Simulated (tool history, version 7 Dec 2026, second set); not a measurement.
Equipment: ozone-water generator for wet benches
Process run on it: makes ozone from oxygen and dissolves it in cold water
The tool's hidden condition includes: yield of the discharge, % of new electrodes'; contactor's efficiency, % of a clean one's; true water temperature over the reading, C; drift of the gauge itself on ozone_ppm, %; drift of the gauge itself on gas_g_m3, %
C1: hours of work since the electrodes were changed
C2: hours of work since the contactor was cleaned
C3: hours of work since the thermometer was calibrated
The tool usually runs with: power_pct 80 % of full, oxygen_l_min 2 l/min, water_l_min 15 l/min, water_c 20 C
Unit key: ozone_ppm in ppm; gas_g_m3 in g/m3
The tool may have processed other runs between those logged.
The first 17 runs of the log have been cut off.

Run 18, day 92.146: usual settings; C1 4626; C2 8751; C3 718. Result: ozone_ppm 19.8 ppm, gas_g_m3 260.7 g/m3.
Run 19, day 98.425: usual settings but power_pct 62 % of full, oxygen_l_min 1.68 l/min, water_l_min 14 l/min; C1 4737; C2 8861; C3 828. Result: ozone_ppm 15.7 ppm, gas_g_m3 224 g/m3.
Run 20, day 104.675: usual settings but oxygen_l_min 2.31 l/min; C1 4847; C2 8972; C3 938. Result: ozone_ppm 20.6 ppm, gas_g_m3 251 g/m3.
Run 21, day 110.258: usual settings but oxygen_l_min 2.31 l/min, water_l_min 11 l/min, water_c 14 C; C1 4946; C2 9070; C3 1037. Result: ozone_ppm 28.6 ppm, gas_g_m3 249.4 g/m3.
Run 22, day 113.379: usual settings but power_pct 75 % of full, oxygen_l_min 1.39 l/min, water_l_min 16 l/min; C1 5001; C2 9125; C3 1092. Result: ozone_ppm 14.8 ppm, gas_g_m3 282.8 g/m3.
Run 23, day 119.696: usual settings but power_pct 91 % of full, oxygen_l_min 3.38 l/min, water_l_min 14 l/min; C1 5112; C2 9236; C3 1203. Result: ozone_ppm 27.4 ppm, gas_g_m3 249.4 g/m3.
Run 24, day 125.321: usual settings but water_l_min 18 l/min, water_c 13 C; C1 5211; C2 9335; C3 1302. Result: ozone_ppm 17.2 ppm, gas_g_m3 261.3 g/m3.
Run 25, day 128.412: usual settings but water_l_min 12 l/min, water_c 19 C; C1 5265; C2 9390; C3 1357. Result: ozone_ppm 24 ppm, gas_g_m3 261.7 g/m3.
Run 26, day 134.75: usual settings but water_l_min 12 l/min, water_c 19 C; C1 5377; C2 9501; C3 1468. Result: ozone_ppm 24.2 ppm, gas_g_m3 263.3 g/m3.
Run 27, day 141.442: usual settings but power_pct 41 % of full, oxygen_l_min 1.2 l/min, water_l_min 12 l/min, water_c 19 C; C1 5495; C2 9619; C3 1586. Result: ozone_ppm 11.5 ppm, gas_g_m3 176.3 g/m3.
Run 28, day 146.742: usual settings but oxygen_l_min 2.07 l/min, water_l_min 11 l/min, water_c 18 C; C1 5588; C2 9713; C3 1680. Result: ozone_ppm 26.3 ppm, gas_g_m3 259.8 g/m3.
Run 29, day 151.367: usual settings but power_pct 46 % of full, oxygen_l_min 1.91 l/min, water_l_min 24 l/min, water_c 22 C; C1 5670; C2 9794; C3 1761. Result: ozone_ppm 7.4 ppm, gas_g_m3 167.8 g/m3.
Run 30, day 158.404: usual settings but power_pct 46 % of full, oxygen_l_min 1.91 l/min, water_l_min 24 l/min, water_c 22 C; C1 5794; C2 9918; C3 1885. Result: ozone_ppm 7.2 ppm, gas_g_m3 167.6 g/m3.
Run 31, day 162.796: usual settings but power_pct 46 % of full, oxygen_l_min 1.91 l/min, water_l_min 24 l/min, water_c 22 C; C1 5871; C2 9996; C3 1962. Result: ozone_ppm 7.1 ppm, gas_g_m3 166.2 g/m3.
Run 32, day 169.946: usual settings but power_pct 46 % of full, oxygen_l_min 1.91 l/min, water_l_min 10 l/min, water_c 17 C; C1 5997; C2 10122; C3 2088. Result: ozone_ppm 17.4 ppm, gas_g_m3 166.9 g/m3.
Run 33, day 175.738: usual settings but power_pct 91 % of full, oxygen_l_min 2.99 l/min, water_l_min 20 l/min, water_c 27 C; C1 6099; C2 10224; C3 2191. Result: ozone_ppm 17.5 ppm, gas_g_m3 256.5 g/m3.

What if the next run were any one of these 3? Each begins from the tool's condition after run 33:
Run A, day 182.075: usual settings but power_pct 50 % of full, oxygen_l_min 2.99 l/min, water_l_min 20 l/min, water_c 14 C; C1 6211; C2 10335; C3 2302. Result: ozone_ppm ?, gas_g_m3 ?.
Run B, day 182.075: usual settings but oxygen_l_min 3.13 l/min, water_c 18 C; C1 6211; C2 10335; C3 2302. Result: ozone_ppm ?, gas_g_m3 ?.
Run C, day 182.075: usual settings but power_pct 78 % of full, oxygen_l_min 2.55 l/min, water_l_min 20 l/min, water_c 27 C; C1 6211; C2 10335; C3 2302. Result: ozone_ppm ?, gas_g_m3 ?.

run  ozone_ppm  gas_g_m3
  A       12.1     154.9
  B         23     227.2
  C       14.7     239.6
What these runs would have given with no unlogged condition in the tool:
run  ozone_ppm  gas_g_m3
  A       12.1     151.1
  B       23.1     221.8
  C       14.8     233.9

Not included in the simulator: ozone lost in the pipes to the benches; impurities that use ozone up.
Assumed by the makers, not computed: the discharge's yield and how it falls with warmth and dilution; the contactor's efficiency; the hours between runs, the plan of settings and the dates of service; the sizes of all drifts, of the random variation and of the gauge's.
